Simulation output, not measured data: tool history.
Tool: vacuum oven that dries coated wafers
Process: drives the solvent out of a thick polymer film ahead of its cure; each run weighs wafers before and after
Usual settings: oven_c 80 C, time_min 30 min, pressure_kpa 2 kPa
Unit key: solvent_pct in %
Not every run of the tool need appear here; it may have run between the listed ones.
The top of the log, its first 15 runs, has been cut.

run    hour  oven_c  time_min  pressure_kpa  solvent_pct
 16   607.3      80        17          7.91         4.79
 17   650.1      80        30          4.01         2.25
 18   677.8      80        30          4.01          2.3
 19   729.1      80        30          4.01         2.31
 20   778.8      80        30          4.01         2.28
 21   840.6      80        30          4.01         2.27
 22   881.5      80        48          2.45         0.95
 23   944.1      88        36          6.91         1.25
 24   987.3      80        30          1.06         1.72
 25  1022.5      75        30          1.18         2.88
 26    1076      75        30          1.18         2.87
 27  1113.1      70        30          1.04         4.15
 28  1161.4      93        16          1.57         1.25

Predict the results of run 29:
 29  1216      67        44          2.44            ?

Run 29 yielded solvent_pct 3.88 %.
Had the tool carried no hidden state, the very same run would have given solvent_pct 3.91 %.
